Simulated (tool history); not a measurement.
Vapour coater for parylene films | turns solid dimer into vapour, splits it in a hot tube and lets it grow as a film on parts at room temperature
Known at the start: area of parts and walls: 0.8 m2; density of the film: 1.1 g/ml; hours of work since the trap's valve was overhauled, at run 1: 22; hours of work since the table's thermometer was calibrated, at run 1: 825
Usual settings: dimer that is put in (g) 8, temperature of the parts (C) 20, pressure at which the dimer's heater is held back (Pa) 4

run    hour  dimer that is put in (g)  temperature of the parts (C)  pressure at which the dimer's heater is held back (Pa)  hours of work since the trap's valve was overhauled  hours of work since the table's thermometer was calibrated  thickness of the film (um)
  1       0                         8                            20                                                       4                                                   22                                                         825                        6.99
  2    40.1                         8                            20                                                       4                                                   43                                                         846                        6.99
  3    89.2                         8                            25                                                       4                                                   69                                                         872                        5.67
  4   115.2                         8                            20                                                       4                                                   82                                                         885                        6.88
  5   148.9                         8                            20                                                       4                                                  100                                                         903                        6.98
  6   177.9                         8                            20                                                       4                                                  115                                                         918                        6.95
  7   220.5                         8                            20                                                       4                                                  137                                                         941                        6.79
  8   248.8                         8                            20                                                       4                                                  152                                                         955                        6.73
  9   277.7                         8                            20                                                       4                                                  167                                                         971                        6.76
 10     323                         8                            20                                                       4                                                  191                                                         994                        6.73
 11   370.4                         8                            20                                                       4                                                  216                                                        1019                        6.57
 12   396.6                         8                            20                                                       4                                                  230                                                        1033                        6.64
 13   435.6                         8                            20                                                       4                                                  250                                                        1053                        6.55
 14   460.7                         8                            20                                                       4                                                  263                                                        1066                        6.55
      469.5  -- trap's valve overhauled
 15   500.3                         8                            20                                                       4                                                   16                                                        1085                         6.5
 16   549.3                         8                            15                                                       4                                                   42                                                        1111                        7.78
      578.1  -- trap's valve overhauled, once more
 17     590                         8                            22                                                       4                                                    6                                                        1130                        6.65
 18   619.8                         8                            22                                                       4                                                   22                                                        1146                        6.57
 19   646.4                        13                            20                                                       4                                                   36                                                        1159                       11.57
 20   676.9                         8                            15                                                    3.12                                                   52                                                        1175                        8.92
 21   699.7                         8                            22                                                    6.53                                                   64                                                        1187                        5.77
 22   742.7                         8                            20                                                   11.99                                                   86                                                        1210                        5.33
 23   785.9                        10                            20                                                    7.32                                                  109                                                        1233                        7.47
 24     817                        10                            20                                                    7.32                                                  125                                                        1249                        7.53
 25     867                         9                            15                                                    7.32                                                  151                                                        1275                        8.06
 26   889.6                         9                            15                                                    7.32                                                  163                                                        1287                        8.14
 27   927.4                         6                            13                                                   11.32                                                  183                                                        1307                        5.22
 28   967.4                         4                            19                                                    2.65                                                  204                                                        1328                        3.89
 29  1002.5                        10                            15                                                    2.65                                                  222                                                        1346                       10.17
 30  1042.9                        10                            15                                                    2.65                                                  243                                                        1367                        10.2
 31  1070.6                        10                            13                                                    7.04                                                  258                                                        1382                        9.53
     1089.1  -- trap's valve overhauled
 32  1105.9                        10                            13                                                    7.04                                                    9                                                        1398                        10.3
 33  1155.1                        14                            24                                                       4                                                   35                                                        1424                       10.73
 34  1194.6                         6                            13                                                    9.26                                                   55                                                        1444                         5.7
     1236.1  -- table's thermometer calibrated
 35  1239.1                         6                            13                                                    9.26                                                   78                                                           2                        5.42
 36  1269.2                         6                            13                                                    9.26                                                   94                                                          17                        5.36
 37  1301.1                         6                            13                                                    9.26                                                  111                                                          34                        5.41

Forecast each of these 4 alternatives for the next run:
  A  1349.9                         4                            22                                                    3.12                                                  136                                                          60                           ?
  B  1349.9                         6                            13                                                    2.38                                                  136                                                          60                           ?
  C  1349.9                         5                            20                                                    6.49                                                  136                                                          60                           ?
  D  1349.9                         8                            18                                                    2.72                                                  136                                                          60                           ?

run  thickness of the film (um)
  A                        3.28
  B                        6.38
  C                        3.64
  D                        7.93
Without the tool's hidden state the same runs would have given:
run  thickness of the film (um)
  A                        3.41
  B                        6.66
  C                        3.77
  D                        8.23

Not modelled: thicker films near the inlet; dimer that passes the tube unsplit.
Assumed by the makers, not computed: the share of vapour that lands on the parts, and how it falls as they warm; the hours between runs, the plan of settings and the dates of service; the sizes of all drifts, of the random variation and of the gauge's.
